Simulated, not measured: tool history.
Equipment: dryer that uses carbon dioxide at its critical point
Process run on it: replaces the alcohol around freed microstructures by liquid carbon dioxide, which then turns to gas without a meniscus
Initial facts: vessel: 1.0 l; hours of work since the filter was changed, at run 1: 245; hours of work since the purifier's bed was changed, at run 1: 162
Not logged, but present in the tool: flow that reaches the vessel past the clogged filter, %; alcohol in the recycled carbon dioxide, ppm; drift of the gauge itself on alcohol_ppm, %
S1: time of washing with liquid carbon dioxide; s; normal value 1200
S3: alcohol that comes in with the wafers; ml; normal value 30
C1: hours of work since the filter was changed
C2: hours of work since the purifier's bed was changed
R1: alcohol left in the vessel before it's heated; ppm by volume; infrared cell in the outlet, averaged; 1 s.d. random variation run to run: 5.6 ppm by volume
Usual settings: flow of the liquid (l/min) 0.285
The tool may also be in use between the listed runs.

Run 1, hour 0.0: usual settings; C1 245; C2 162. Result: R1 238 ppm by volume.
Run 2, hour 6.1: usual settings; C1 248; C2 165. Result: R1 249 ppm by volume.
Run 3, hour 13.6: usual settings but S3 20 ml; C1 251; C2 168. Result: R1 158 ppm by volume.
Run 4, hour 23.5: usual settings but S3 24 ml; C1 255; C2 172. Result: R1 198 ppm by volume.
Run 5, hour 33.9: usual settings but S3 24 ml; C1 259; C2 176. Result: R1 194 ppm by volume.
Run 6, hour 40.5: usual settings but S1 1020 s; C1 262; C2 179. Result: R1 489 ppm by volume.
Run 7, hour 47.9: usual settings; C1 265; C2 182. Result: R1 239 ppm by volume.
Run 8, hour 55.0: usual settings but S1 1680 s; C1 268; C2 185. Result: R1 43 ppm by volume.
Run 9, hour 61.2: usual settings but S1 1680 s; C1 271; C2 187. Result: R1 48 ppm by volume.
Run 10, hour 66.2: usual settings but S1 1680 s; C1 273; C2 189. Result: R1 59 ppm by volume.
Run 11, hour 76.0: usual settings but S1 1680 s; C1 277; C2 194. Result: R1 48 ppm by volume.
Run 12, hour 86.6: usual settings but S1 1680 s; C1 281; C2 198. Result: R1 60 ppm by volume.
Run 13, hour 96.2: usual settings but S1 1680 s; C1 285; C2 202. Result: R1 57 ppm by volume.
Run 14, hour 106.9: usual settings but S1 1680 s; C1 290; C2 206. Result: R1 57 ppm by volume.
Run 15, hour 113.1: usual settings; C1 292; C2 209. Result: R1 253 ppm by volume.
Run 16, hour 123.1: usual settings but S1 1320 s, flow of the liquid (l/min) 0.335, S3 35 ml; C1 296; C2 213. Result: R1 88 ppm by volume.
Run 17, hour 133.5: usual settings but S1 1620 s, flow of the liquid (l/min) 0.208; C1 301; C2 217. Result: R1 293 ppm by volume.
Run 18, hour 144.2: usual settings but flow of the liquid (l/min) 0.222; C1 305; C2 222. Result: R1 736 ppm by volume.
Run 19, hour 150.0: usual settings but flow of the liquid (l/min) 0.222; C1 307; C2 224. Result: R1 733 ppm by volume.
Run 20, hour 156.5: usual settings but S1 1020 s, flow of the liquid (l/min) 0.468, S3 98 ml; C1 310; C2 227. Result: R1 132 ppm by volume.
Run 21, hour 163.7: usual settings but S1 900 s, flow of the liquid (l/min) 0.383, S3 57 ml; C1 313; C2 230. Result: R1 432 ppm by volume.
Run 22, hour 168.9: usual settings but S1 1140 s, flow of the liquid (l/min) 0.194; C1 315; C2 232. Result: R1 1409 ppm by volume.
Run 23, hour 174.2: usual settings but S1 1800 s, flow of the liquid (l/min) 0.317; C1 317; C2 234. Result: R1 44 ppm by volume.
Run 24, hour 180.9: usual settings but S1 1800 s; C1 320; C2 237. Result: R1 45 ppm by volume.
Run 25, hour 185.7: usual settings but flow of the liquid (l/min) 0.310, S3 23 ml; C1 322; C2 239. Result: R1 144 ppm by volume.
Run 26, hour 194.7: usual settings but flow of the liquid (l/min) 0.310, S3 23 ml; C1 326; C2 243. Result: R1 143 ppm by volume.
Run 27, hour 205.1: usual settings but flow of the liquid (l/min) 0.310, S3 23 ml; C1 330; C2 247. Result: R1 152 ppm by volume.
Run 28, hour 211.7: usual settings but flow of the liquid (l/min) 0.176, S3 37 ml; C1 333; C2 250. Result: R1 2006 ppm by volume.
Run 29, hour 216.6: usual settings but S1 1560 s, flow of the liquid (l/min) 0.199, S3 78 ml; C1 335; C2 252. Result: R1 1036 ppm by volume.
Run 30, hour 222.7: usual settings but S1 1560 s, flow of the liquid (l/min) 0.199, S3 78 ml; C1 337; C2 254. Result: R1 1037 ppm by volume.

Alternative continuations, all from the tool just after run 30; predict every row:
Run A, hour 228.9: usual settings but S1 1800 s, flow of the liquid (l/min) 0.199, S3 36 ml; C1 340; C2 257. Result: R1 ?.
Run B, hour 228.9: usual settings but S1 1260 s, flow of the liquid (l/min) 0.190; C1 340; C2 257. Result: R1 ?.
Run C, hour 228.9: usual settings but S1 1320 s, flow of the liquid (l/min) 0.330, S3 34 ml; C1 340; C2 257. Result: R1 ?.
Run D, hour 228.9: usual settings but S1 1440 s, flow of the liquid (l/min) 0.289, S3 31 ml; C1 340; C2 257. Result: R1 ?.

run    R1
  A   263
  B  1107
  C    97
  D   106
Take away the tool's hidden state, keep each run's random variation, and the runs would have read:
run   R1
  A  165
  B  846
  C   47
  D   54
